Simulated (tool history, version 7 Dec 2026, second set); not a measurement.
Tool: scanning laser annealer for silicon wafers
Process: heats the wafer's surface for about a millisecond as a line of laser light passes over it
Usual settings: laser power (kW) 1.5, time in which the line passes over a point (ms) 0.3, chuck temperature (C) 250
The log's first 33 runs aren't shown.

run    hour  laser power (kW)  time in which the line passes over a point (ms)  chuck temperature (C)  hours of work since the window was cleaned  hours of work since the power meter was calibrated  hours of work since the optics were aligned  highest temperature of the surface (C)
 34  1152.6             1.409                                            0.302                    254                                         563                                                1218                                          949                                     925
 35  1196.1             1.409                                            0.302                    254                                         584                                                1239                                          971                                     923
 36  1220.8             1.409                                            0.302                    254                                         596                                                1252                                          983                                     923
     1248.7  -- window over the wafer cleaned
 37  1249.3               1.5                                             0.22                    213                                           0                                                1265                                          996                                     844
 38    1281               1.5                                             0.22                    213                                          16                                                1280                                         1011                                     847
 39  1324.2               1.5                                             0.22                    213                                          37                                                1301                                         1032                                     841
 40  1348.2             1.584                                              0.3                    250                                          49                                                1313                                         1044                                    1046
 41  1380.5             1.507                                            0.242                    240                                          65                                                1329                                         1060                                     903
 42  1410.6              1.53                                            0.242                    241                                          79                                                1344                                         1075                                     916

3 ways to go on from here, each from the tool as it stands after run 42. What would each give?
  A  1430.7             1.275                                            0.374                    250                                          89                                                1354                                         1085                                       ?
  B  1430.7             1.542                                            0.334                    210                                          89                                                1354                                         1085                                       ?
  C  1430.7              1.47                                            0.242                    225                                          89                                                1354                                         1085                                       ?

run  highest temperature of the surface (C)
  A                                     965
  B                                    1027
  C                                     872
Without the tool's hidden state the same runs would have given:
run  highest temperature of the surface (C)
  A                                     988
  B                                    1053
  C                                     892

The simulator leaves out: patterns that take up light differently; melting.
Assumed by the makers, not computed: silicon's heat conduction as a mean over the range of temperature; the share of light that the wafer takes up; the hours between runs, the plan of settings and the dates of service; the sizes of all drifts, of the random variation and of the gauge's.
